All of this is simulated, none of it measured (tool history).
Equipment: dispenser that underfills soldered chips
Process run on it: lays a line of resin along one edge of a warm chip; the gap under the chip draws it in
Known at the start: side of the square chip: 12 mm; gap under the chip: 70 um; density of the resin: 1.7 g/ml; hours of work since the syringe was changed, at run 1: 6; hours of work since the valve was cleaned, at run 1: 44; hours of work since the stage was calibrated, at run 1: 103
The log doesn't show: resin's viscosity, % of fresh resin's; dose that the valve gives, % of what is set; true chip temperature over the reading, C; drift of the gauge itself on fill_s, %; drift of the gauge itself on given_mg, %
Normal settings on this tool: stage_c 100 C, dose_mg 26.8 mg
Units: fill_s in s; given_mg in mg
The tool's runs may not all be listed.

run,hour,stage_c,dose_mg,hours of work since the syringe was changed,hours of work since the valve was cleaned,hours of work since the stage was calibrated,fill_s,given_mg
1,0,100,26.8,6,44,103,52.1,25.94
# hour 2.6: dispensing valve cleaned and set on the balance
2,3.7,100,30.4,8,1,105,59,30.33
# hour 8.7: new syringe of resin
3,8.7,96,26.8,0,4,109,40.8,26.75
4,11.4,96,26.8,2,6,110,47,26.68
5,14.3,96,26.8,4,8,112,52.5,26.59
6,19.6,100,26.8,7,11,116,57.2,26.53
7,23.7,100,26.8,10,14,119,69.1,26.44
# hour 25.1: new syringe of resin
8,28.2,100,31,2,17,122,39.7,30.54
9,30.7,100,26.8,4,19,123,45.6,26.43
10,35.8,100,26.8,7,22,127,58.5,26.39
# hour 41.6: new syringe of resin
11,41.8,111,26.8,0,26,131,23.6,26.33
12,45.8,111,26.8,3,29,133,27.7,26.24
13,50.2,111,26.8,6,32,136,34.6,26.24
14,53.7,111,26.8,8,34,139,40.9,26.25
# hour 58: new syringe of resin
15,59.8,111,26.8,1,38,143,25,26.11
16,62.4,111,26.8,3,40,144,29,26.03
17,67.9,111,26.8,7,44,148,38.1,26.02
# hour 71: dispensing valve cleaned and set on the balance
18,74.4,111,26.8,10,2,152,47.1,26.76
# hour 75.6: new syringe of resin
19,77.8,115,23.4,2,4,154,22.3,23.33
20,83.2,115,23.4,5,8,158,28.9,23.33
21,86.2,112,33.4,7,10,160,35.5,33.18
22,88.8,112,33.4,9,12,161,40,33.21
# hour 92.1: new syringe of resin
23,92.6,113,26.9,0,14,164,22.8,26.68
24,95.5,95,24.3,2,16,166,51.5,24.07
25,100.8,110,23.6,6,20,169,38,23.27
26,104.7,110,23.6,9,23,172,44.5,23.31
# hour 108.8: new syringe of resin
27,109.7,110,23.7,1,26,175,26.9,23.36
28,115.4,110,23.7,5,30,179,34.2,23.26
29,120.8,92,26.8,8,33,183,89.6,26.28
30,123.9,103,24.9,10,35,185,65.9,24.37
# hour 125.2: new syringe of resin
31,127.1,107,33.7,1,37,187,29.4,32.86
32,130,107,33.7,3,39,189,33.8,32.85
33,133,93,33.7,5,41,191,67.3,32.87
# hour 139.3: dispensing valve cleaned and set on the balance
34,139.7,100,27.7,9,0,195,67.4,27.77
# hour 142.8: new syringe of resin
35,142.8,88,32.8,0,2,197,58.8,32.83
36,145.5,88,32.8,2,4,198,67.5,32.77

Per-run results on a tool with no hidden state, each run keeping its own random variation:
run,fill_s,given_mg
1,34.5,26.74
2,34.9,30.39
3,40.3,26.86
4,41.4,26.83
5,40.3,26.77
6,34.6,26.78
7,34.8,26.74
8,33.4,30.94
9,34.3,26.81
10,35.1,26.82
11,22.8,26.82
12,22.2,26.78
13,22.9,26.83
14,22.8,26.9
15,22.1,26.82
16,22.8,26.78
17,23.6,26.84
18,22.7,26.78
19,19.8,23.38
20,20.2,23.43
21,21.6,33.37
22,21.8,33.44
23,21.7,26.91
24,42.8,24.31
25,25.1,23.56
26,24.7,23.64
27,24.4,23.75
28,23.9,23.7
29,49.2,26.85
30,31.5,24.94
31,25.6,33.67
32,25.8,33.71
33,44.9,33.77
34,34.8,27.72
35,55.6,32.81
36,56.4,32.8
